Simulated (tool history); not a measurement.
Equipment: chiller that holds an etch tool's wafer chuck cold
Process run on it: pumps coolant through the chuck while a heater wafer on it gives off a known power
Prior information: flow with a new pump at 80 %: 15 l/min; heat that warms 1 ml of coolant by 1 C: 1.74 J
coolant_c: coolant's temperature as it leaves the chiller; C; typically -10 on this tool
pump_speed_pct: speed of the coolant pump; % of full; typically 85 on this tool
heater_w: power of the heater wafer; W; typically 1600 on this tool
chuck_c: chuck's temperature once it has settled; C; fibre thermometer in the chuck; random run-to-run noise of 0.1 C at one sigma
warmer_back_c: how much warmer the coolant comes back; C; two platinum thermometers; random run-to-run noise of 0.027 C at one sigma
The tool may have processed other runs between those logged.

Run 1, hour 0.0: usual settings. Result: chuck_c 1.6 C, warmer_back_c 3.44 C.
Run 2, hour 45.9: usual settings but pump_speed_pct 78 % of full. Result: chuck_c 2.5 C, warmer_back_c 3.76 C.
Run 3, hour 73.1: usual settings but pump_speed_pct 78 % of full, heater_w 1575 W. Result: chuck_c 2.4 C, warmer_back_c 3.74 C.
Run 4, hour 107.0: usual settings but heater_w 1091 W. Result: chuck_c -2.1 C, warmer_back_c 2.32 C.
Run 5, hour 170.4: usual settings but heater_w 1091 W. Result: chuck_c -2.1 C, warmer_back_c 2.34 C.
Run 6, hour 204.9: usual settings but heater_w 1091 W. Result: chuck_c -2.1 C, warmer_back_c 2.39 C.
Run 7, hour 268.6: usual settings but heater_w 1091 W. Result: chuck_c -2.1 C, warmer_back_c 2.35 C.
Run 8, hour 311.0: usual settings but heater_w 1091 W. Result: chuck_c -2.1 C, warmer_back_c 2.34 C.
Run 9, hour 352.6: usual settings but heater_w 1091 W. Result: chuck_c -1.9 C, warmer_back_c 2.34 C.
Run 10, hour 404.6: usual settings but heater_w 1091 W. Result: chuck_c -1.9 C, warmer_back_c 2.33 C.

Here are 4 independent what-if runs from the current tool condition. What would each one return?
Run A, hour 442.8: usual settings but coolant_c -8 C, heater_w 1091 W. Result: chuck_c ?, warmer_back_c ?.
Run B, hour 442.8: usual settings but coolant_c -7 C, pump_speed_pct 98 % of full, heater_w 1414 W. Result: chuck_c ?, warmer_back_c ?.
Run C, hour 442.8: usual settings but pump_speed_pct 79 % of full, heater_w 2236 W. Result: chuck_c ?, warmer_back_c ?.
Run D, hour 442.8: usual settings but coolant_c -1 C, pump_speed_pct 97 % of full, heater_w 2085 W. Result: chuck_c ?, warmer_back_c ?.

run  chuck_c  warmer_back_c
  A     -0.2           2.34
  B      2.0           2.69
  C      7.5           5.25
  D     12.6           3.93
Stripped of hidden state, with their random variation kept, the same runs would have yielded:
run  chuck_c  warmer_back_c
  A     -0.2           2.34
  B      2.0           2.69
  C      7.4           5.25
  D     12.6           3.93
